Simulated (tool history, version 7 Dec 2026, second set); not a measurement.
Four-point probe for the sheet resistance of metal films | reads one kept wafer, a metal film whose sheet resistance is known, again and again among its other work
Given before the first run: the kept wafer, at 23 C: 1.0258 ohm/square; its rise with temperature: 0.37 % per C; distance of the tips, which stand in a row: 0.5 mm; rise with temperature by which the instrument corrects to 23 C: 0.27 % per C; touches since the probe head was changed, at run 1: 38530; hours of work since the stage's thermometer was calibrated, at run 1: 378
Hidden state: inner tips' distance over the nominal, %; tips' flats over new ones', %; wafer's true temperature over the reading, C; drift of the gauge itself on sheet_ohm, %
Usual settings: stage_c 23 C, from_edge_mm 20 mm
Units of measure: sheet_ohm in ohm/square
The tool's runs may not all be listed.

| run | day | stage_c | from_edge_mm | touches since the probe head was changed | hours of work since the stage's thermometer was calibrated | sheet_ohm |
|---|---|---|---|---|---|---|
| 1 | 0.000 | 23 | 20 | 38530 | 378 | 1.025972 |
| 2 | 1.896 | 23 | 20 | 39353 | 397 | 1.026131 |
| 3 | 3.875 | 23 | 20 | 40211 | 416 | 1.025910 |
| 4 | 5.758 | 23 | 20 | 41029 | 435 | 1.026248 |
| 5 | 8.633 | 23 | 20 | 42276 | 463 | 1.026065 |
| 6 | 11.667 | 24 | 20 | 43592 | 492 | 1.027131 |
| 7 | 15.058 | 24 | 20 | 45064 | 526 | 1.026736 |
| 8 | 17.754 | 24 | 20 | 46232 | 552 | 1.027165 |
| 9 | 21.946 | 24 | 20 | 48052 | 593 | 1.026913 |
| 10 | 24.592 | 24 | 20 | 49199 | 619 | 1.027196 |
| 11 | 28.433 | 24 | 20 | 50867 | 656 | 1.027255 |
| 12 | 32.033 | 23 | 4 | 52428 | 692 | 1.034609 |
| 13 | 36.204 | 23 | 4 | 54237 | 732 | 1.034388 |
| 14 | 38.812 | 23 | 20 | 55368 | 758 | 1.026262 |
| 15 | 41.750 | 23 | 20 | 56644 | 787 | 1.026158 |
| 16 | 45.371 | 23 | 20 | 58214 | 822 | 1.026098 |
| 17 | 49.858 | 23 | 20 | 60162 | 866 | 1.026622 |
| 18 | 52.004 | 23 | 20 | 61093 | 887 | 1.026158 |
| 19 | 56.529 | 24 | 5 | 63056 | 931 | 1.032243 |
| 20 | 60.333 | 34 | 5 | 64707 | 969 | 1.041280 |
| 21 | 62.504 | 34 | 5 | 65648 | 990 | 1.041394 |
| 22 | 66.938 | 34 | 7 | 67572 | 1033 | 1.038814 |
| 23 | 70.142 | 23 | 21 | 68961 | 1065 | 1.025791 |
| 24 | 72.946 | 19 | 34 | 70177 | 1092 | 1.022199 |
| 25 | 75.046 | 32 | 4 | 71089 | 1113 | 1.042709 |
| 26 | 79.383 | 29 | 4 | 72971 | 1155 | 1.039875 |
| 27 | 81.654 | 29 | 4 | 73956 | 1177 | 1.040210 |
| 28 | 85.804 | 27 | 3 | 75757 | 1218 | 1.044341 |
| 29 | 88.733 | 27 | 3 | 77027 | 1246 | 1.044516 |
| 30 | 92.358 | 27 | 5 | 78601 | 1282 | 1.034928 |
| 31 | 95.488 | 30 | 22 | 79958 | 1313 | 1.032513 |
| 32 | 99.196 | 31 | 62 | 81567 | 1349 | 1.033467 |
| 33 | 102.525 | 31 | 62 | 83011 | 1381 | 1.033029 |
| 34 | 105.104 | 25 | 5 | 84130 | 1407 | 1.033285 |
| 35 | 107.758 | 25 | 5 | 85282 | 1433 | 1.033183 |

Below are 5 alternative next runs, each starting from the tool's condition after run 35. Predict each:
| A | 110.521 | 34 | 9 | 86480 | 1460 | ? |
| B | 110.521 | 31 | 5 | 86480 | 1460 | ? |
| C | 110.521 | 23 | 13 | 86480 | 1460 | ? |
| D | 110.521 | 21 | 24 | 86480 | 1460 | ? |
| E | 110.521 | 22 | 5 | 86480 | 1460 | ? |

| run | sheet_ohm |
|---|---|
| A | 1.037892 |
| B | 1.038867 |
| C | 1.026532 |
| D | 1.023642 |
| E | 1.030407 |
Without the tool's hidden state the same runs would have given:
| run | sheet_ohm |
|---|---|
| A | 1.037983 |
| B | 1.038958 |
| C | 1.026623 |
| D | 1.023733 |
| E | 1.030498 |
